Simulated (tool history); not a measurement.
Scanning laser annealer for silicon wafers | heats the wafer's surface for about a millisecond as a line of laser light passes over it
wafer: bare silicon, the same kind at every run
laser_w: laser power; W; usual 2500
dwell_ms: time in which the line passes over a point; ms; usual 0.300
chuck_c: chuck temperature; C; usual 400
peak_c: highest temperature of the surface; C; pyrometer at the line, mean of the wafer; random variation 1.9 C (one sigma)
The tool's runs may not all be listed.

Run 1, day 0.000: usual settings. Result: peak_c 1171 C.
Run 2, day 0.862: usual settings. Result: peak_c 1168 C.
Run 3, day 1.529: usual settings. Result: peak_c 1172 C.
Run 4, day 2.367: usual settings. Result: peak_c 1168 C.
Run 5, day 3.042: usual settings. Result: peak_c 1167 C.
Run 6, day 3.800: usual settings but laser_w 2412 W. Result: peak_c 1142 C.
Run 7, day 4.546: usual settings but laser_w 2412 W. Result: peak_c 1144 C.
Run 8, day 5.108: usual settings but dwell_ms 0.364 ms. Result: peak_c 1245 C.
Run 9, day 5.871: usual settings. Result: peak_c 1168 C.
Run 10, day 6.425: usual settings. Result: peak_c 1170 C.
Run 11, day 6.912: usual settings. Result: peak_c 1167 C.
Run 12, day 7.529: usual settings but laser_w 2352 W. Result: peak_c 1123 C.
Run 13, day 8.567: usual settings but laser_w 2352 W. Result: peak_c 1122 C.
Run 14, day 9.504: usual settings but laser_w 2452 W. Result: peak_c 1155 C.
Run 15, day 10.425: usual settings but laser_w 2452 W. Result: peak_c 1151 C.
Run 16, day 11.188: usual settings but laser_w 2452 W. Result: peak_c 1151 C.
Run 17, day 11.925: usual settings but chuck_c 396 C. Result: peak_c 1159 C.
Run 18, day 12.479: usual settings but chuck_c 396 C. Result: peak_c 1164 C.
Run 19, day 13.208: usual settings but chuck_c 381 C. Result: peak_c 1145 C.
Run 20, day 14.125: usual settings but chuck_c 381 C. Result: peak_c 1145 C.
Run 21, day 15.250: usual settings but chuck_c 381 C. Result: peak_c 1146 C.
Run 22, day 16.033: usual settings but dwell_ms 0.376 ms, chuck_c 381 C. Result: peak_c 1233 C.
Run 23, day 16.942: usual settings but dwell_ms 0.376 ms, chuck_c 381 C. Result: peak_c 1235 C.
Run 24, day 18.054: usual settings but laser_w 2481 W, chuck_c 370 C. Result: peak_c 1127 C.
Run 25, day 18.558: usual settings but laser_w 2481 W, chuck_c 370 C. Result: peak_c 1128 C.
Run 26, day 19.583: usual settings but dwell_ms 0.218 ms, chuck_c 433 C. Result: peak_c 1086 C.
Run 27, day 20.083: usual settings but laser_w 2258 W, dwell_ms 0.334 ms, chuck_c 376 C. Result: peak_c 1105 C.
At day 20.525: optics aligned, line set to its width.
Run 28, day 21.346: usual settings but dwell_ms 0.369 ms. Result: peak_c 1251 C.
Run 29, day 21.833: usual settings but dwell_ms 0.369 ms. Result: peak_c 1251 C.
Run 30, day 22.717: usual settings but laser_w 2725 W. Result: peak_c 1235 C.
Run 31, day 23.783: usual settings but dwell_ms 0.308 ms, chuck_c 411 C. Result: peak_c 1187 C.
Run 32, day 24.508: usual settings but dwell_ms 0.308 ms, chuck_c 411 C. Result: peak_c 1184 C.
Run 33, day 25.258: usual settings but dwell_ms 0.308 ms, chuck_c 411 C. Result: peak_c 1190 C.
Run 34, day 26.358: usual settings but laser_w 2691 W, dwell_ms 0.289 ms, chuck_c 360 C. Result: peak_c 1167 C.
Run 35, day 27.333: usual settings but laser_w 2397 W, chuck_c 425 C. Result: peak_c 1161 C.
Run 36, day 28.167: usual settings but laser_w 2742 W, dwell_ms 0.333 ms. Result: peak_c 1281 C.
Run 37, day 29.275: usual settings but laser_w 2742 W, dwell_ms 0.333 ms. Result: peak_c 1284 C.
Run 38, day 30.188: usual settings but dwell_ms 0.263 ms, chuck_c 385 C. Result: peak_c 1104 C.
Run 39, day 31.108: usual settings but laser_w 2717 W, dwell_ms 0.271 ms, chuck_c 420 C. Result: peak_c 1210 C.
Run 40, day 31.750: usual settings but laser_w 2741 W, dwell_ms 0.271 ms, chuck_c 366 C. Result: peak_c 1163 C.

Measured less the same run without the tool's hidden state. The same run-to-run variation is in both; the gauge's scatter may not be:
The hidden state here: light that passes the window, % of a clean one's; laser's true power over the reading, %; width of the line over the set one, %; drift of the gauge itself on peak_c, C.
run  peak_c
  1     -11
  2     -10
  3     -11
  4     -12
  5     -11
  6     -11
  7     -12
  8     -13
  9     -12
 10     -13
 11     -13
 12     -12
 13     -13
 14     -13
 15     -14
 16     -15
 17     -15
 18     -14
 19     -15
 20     -15
 21     -16
 22     -18
 23     -18
 24     -17
 25     -17
 26     -15
 27     -17
 28     -12
 29     -13
 30     -13
 31     -13
 32     -13
 33     -13
 34     -14
 35     -13
 36     -17
 37     -16
 38     -14
 39     -15
 40     -16

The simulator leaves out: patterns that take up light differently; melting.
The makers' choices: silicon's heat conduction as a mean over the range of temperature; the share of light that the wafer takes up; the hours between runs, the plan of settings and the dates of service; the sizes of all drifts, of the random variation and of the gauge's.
